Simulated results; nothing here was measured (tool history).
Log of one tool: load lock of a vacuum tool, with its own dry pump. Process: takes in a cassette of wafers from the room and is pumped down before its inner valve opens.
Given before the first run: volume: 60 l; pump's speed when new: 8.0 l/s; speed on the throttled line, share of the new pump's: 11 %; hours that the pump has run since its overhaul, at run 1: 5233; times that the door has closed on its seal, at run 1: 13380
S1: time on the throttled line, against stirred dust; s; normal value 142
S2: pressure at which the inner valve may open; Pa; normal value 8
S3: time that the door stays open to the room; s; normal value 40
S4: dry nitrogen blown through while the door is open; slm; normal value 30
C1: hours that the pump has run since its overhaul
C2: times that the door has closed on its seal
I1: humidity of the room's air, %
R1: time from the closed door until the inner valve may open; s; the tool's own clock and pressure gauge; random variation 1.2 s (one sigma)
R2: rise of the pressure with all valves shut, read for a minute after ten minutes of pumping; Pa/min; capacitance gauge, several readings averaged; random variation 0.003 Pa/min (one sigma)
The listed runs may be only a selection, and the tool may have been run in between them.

run	hour	S1	S2	S3	S4	C1	C2	I1	R1	R2
1	0	142	8	40	30	5233	13380	43.2	203.3	0.068
2	143.3	142	8	40	30	5376	13869	44.3	203.3	0.071
3	276.5	142	8	40	30	5509	14323	44.6	205.6	0.077
4	404.3	142	8	40	30	5637	14759	44.1	203	0.082
5	483.6	142	8	40	30	5716	15029	44.1	204.8	0.08
6	581.4	142	8	40	30	5814	15363	42.7	202.2	0.088
7	647	142	8	40	30	5880	15587	43.7	202.9	0.091
8	713.3	142	8	40	30	5946	15813	47	203.8	0.091
9	812.9	142	8	40	30	6046	16153	46.5	205.3	0.085
10	942.1	142	8	34	30	6175	16593	44.3	204	0.095
11	1076.6	142	8	34	30	6309	17052	46.8	201.9	0.101
12	1150.9	142	9	40	30	6384	17306	43.7	202.7	0.098
13	1229.9	81	7	40	30	6463	17575	42	150.7	0.098
14	1357.6	81	7	40	30	6590	18011	45.1	153.3	0.102
15	1501.1	81	7	40	24	6734	18500	47.1	152.2	0.111
16	1617.9	81	7	40	24	6851	18899	43.8	152.4	0.12
17	1742.7	142	6	110	43	6976	19324	43.2	207.4	0.118
18	1818.6	142	6	110	43	7051	19583	43.8	209	0.117
19	1918.1	142	11	40	5	7151	19923	46.6	201.8	0.137
20	2024	142	8	40	31	7257	20284	47.3	207.4	0.123
21	2148.2	142	8	40	31	7381	20707	46.1	206.4	0.128
22	2230.4	142	10	42	30	7463	20988	45.6	204.2	0.122
23	2356.4	111	6	42	30	7589	21418	45.6	181.9	0.134
24	2472.9	81	6	42	17	7706	21815	47.3	157.1	0.14

Consider 5 possible next runs. They are alternatives, not a sequence: every one starts from the tool as it was left by run 24. What does each give?
A	2599.9	81	12	42	28	7833	22248	46.7	?	?
B	2599.9	119	14	40	24	7833	22248	44.9	?	?
C	2599.9	81	6	42	24	7833	22248	41.9	?	?
D	2599.9	142	8	54	30	7833	22248	47.8	?	?
E	2599.9	236	8	40	9	7833	22248	46.5	?	?

run	R1	R2
A	149.4	0.141
B	181	0.142
C	155.7	0.149
D	206.6	0.151
E	289.9	0.152
Had the tool no hidden state, the same runs would have come out as:
run	R1	R2
A	140.7	0.012
B	173	0.013
C	146	0.019
D	198.3	0.02
E	283.2	0.022
